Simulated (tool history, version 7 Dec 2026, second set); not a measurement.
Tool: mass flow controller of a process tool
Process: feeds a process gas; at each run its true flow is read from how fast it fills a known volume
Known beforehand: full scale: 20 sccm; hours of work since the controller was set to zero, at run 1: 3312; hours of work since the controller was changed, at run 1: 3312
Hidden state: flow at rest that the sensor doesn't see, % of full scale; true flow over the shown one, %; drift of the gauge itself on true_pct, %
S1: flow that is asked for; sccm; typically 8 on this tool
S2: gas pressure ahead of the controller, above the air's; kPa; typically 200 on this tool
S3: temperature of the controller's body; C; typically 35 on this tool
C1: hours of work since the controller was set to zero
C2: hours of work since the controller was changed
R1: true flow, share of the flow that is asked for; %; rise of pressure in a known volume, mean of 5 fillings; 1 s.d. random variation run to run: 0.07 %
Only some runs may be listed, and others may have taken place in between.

run,day,S1,S2,S3,C1,C2,R1
1,0.000,8,200,35,3312,3312,99.34
2,4.896,8,200,35,3399,3399,99.40
3,8.358,8,200,35,3461,3461,99.39
4,12.221,8,200,35,3530,3530,99.34
5,17.112,8,200,35,3617,3617,99.31
6,21.288,8,200,35,3692,3692,99.37
7,25.233,8,200,35,3762,3762,99.34
8,27.842,8,200,35,3809,3809,99.38
9,31.996,8,200,35,3883,3883,99.34
10,36.800,8,200,35,3968,3968,99.33
11,40.333,2,200,35,4031,4031,100.86
12,43.350,8,200,35,4085,4085,99.39
13,45.704,8,200,35,4127,4127,99.54
# day 46.121: controller's zero set anew
14,50.192,8,200,35,73,4207,99.84
15,54.917,8,200,29,157,4291,99.67
16,59.275,8,193,38,234,4369,99.80
# day 62.862: controller's zero set anew, once more
17,63.758,6,159,38,16,4448,98.23
18,69.000,10,262,20,109,4542,98.89
19,73.646,10,262,20,192,4625,98.91
20,79.242,5,186,23,292,4724,97.93
21,84.346,12,194,35,383,4815,98.92
22,89.667,12,194,26,478,4910,98.80
23,94.112,13,147,26,557,4989,98.39
24,99.679,5,208,23,656,5089,98.19
25,102.638,6,208,23,709,5141,98.35
26,108.075,11,165,25,806,5238,98.50
27,113.104,11,165,25,896,5328,98.31
28,115.683,11,165,25,942,5374,98.42

For some of the steps in R1 from one run to the next: how much would appear even if the tool had no hidden state, given the settings, what came in and random variation, and how much remains for the hidden state plus any gauge scatter that the measured result and the result without hidden state don't share?
Run 10 -> 11: S1 8 -> 2. R1 +1.53 %: hidden state +2.11, all else -0.58.
Run 11 -> 12: S1 2 -> 8. R1 -1.47 %: hidden state -2.10, all else +0.63.
Run 16 -> 17: S1 8 -> 6, S2 193 -> 159, controller's zero set anew, once more. R1 -1.57 %: hidden state -1.17, all else -0.40.

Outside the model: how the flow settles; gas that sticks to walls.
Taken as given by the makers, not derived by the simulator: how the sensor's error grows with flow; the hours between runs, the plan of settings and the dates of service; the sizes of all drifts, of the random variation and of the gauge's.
